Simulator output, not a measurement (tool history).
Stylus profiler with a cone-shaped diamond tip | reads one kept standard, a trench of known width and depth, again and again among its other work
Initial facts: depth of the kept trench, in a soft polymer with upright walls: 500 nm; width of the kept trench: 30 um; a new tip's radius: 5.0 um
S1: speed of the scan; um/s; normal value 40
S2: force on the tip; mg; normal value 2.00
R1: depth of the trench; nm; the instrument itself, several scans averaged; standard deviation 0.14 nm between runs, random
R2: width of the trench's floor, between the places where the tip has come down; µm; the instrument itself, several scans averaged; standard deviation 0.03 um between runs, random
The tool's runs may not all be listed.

run   hour   S1    S2      R1     R2
  1    0.0   40  2.00  499.58  23.12
      40.2  -- new tip fitted, height scale calibrated
  2   53.5   40  2.11  502.62  25.42
  3   86.9   40  2.00  502.74  25.39
  4  115.5   40  4.29  504.13  25.44
  5  159.7   40  4.29  504.07  25.37
  6  214.5   40  4.29  504.11  25.36
  7  267.3   40  4.29  504.02  25.29
  8  294.3   40  4.29  503.93  25.28
  9  325.2   40  2.24  502.34  25.15
 10  350.8   41  2.24  502.57  25.19
     355.6  -- height scale calibrated on a step standard
 11  406.9   41  2.24  502.28  25.09
 12  453.6   41  0.86  500.81  24.98
 13  494.1  136  1.95  501.81  24.63
 14  519.1  136  1.95  501.80  24.63
 15  553.5  136  1.95  501.84  24.60
 16  577.7  151  1.95  501.64  24.46
 17  626.9  151  1.95  501.68  24.41
     668.9  -- height scale calibrated on a step standard, once more
 18  679.1  151  1.95  502.34  24.41
 19  718.1  151  1.95  502.44  24.37
 20  750.0   40  1.14  501.60  24.81
 21  787.4   28  5.43  504.55  24.85
 22  817.7   28  0.87  501.10  24.72
 23  840.2   28  0.87  501.19  24.73
 24  864.1   28  0.87  501.12  24.74

Measured result minus the same run's result without the hidden state. Both carry the same run-to-run variation, though not necessarily the same gauge scatter:
Hidden state at play: radius of the tip, um; height scale over the true one, %; drift of the gauge itself on depth_nm, %; drift of the gauge itself on floor_um, %.
run     R1     R2
  1  -3.11  -2.33
  2  +0.02  -0.05
  3  -0.01  -0.08
  4  -0.04  -0.11
  5  -0.07  -0.15
  6  -0.12  -0.20
  7  -0.18  -0.25
  8  -0.21  -0.26
  9  -0.24  -0.30
 10  -0.26  -0.32
 11  -0.45  -0.37
 12  -0.50  -0.41
 13  -0.54  -0.44
 14  -0.56  -0.46
 15  -0.60  -0.48
 16  -0.62  -0.51
 17  -0.66  -0.55
 18  -0.04  -0.59
 19  -0.07  -0.63
 20  -0.10  -0.66
 21  -0.13  -0.69
 22  -0.17  -0.71
 23  -0.18  -0.73
 24  -0.21  -0.74
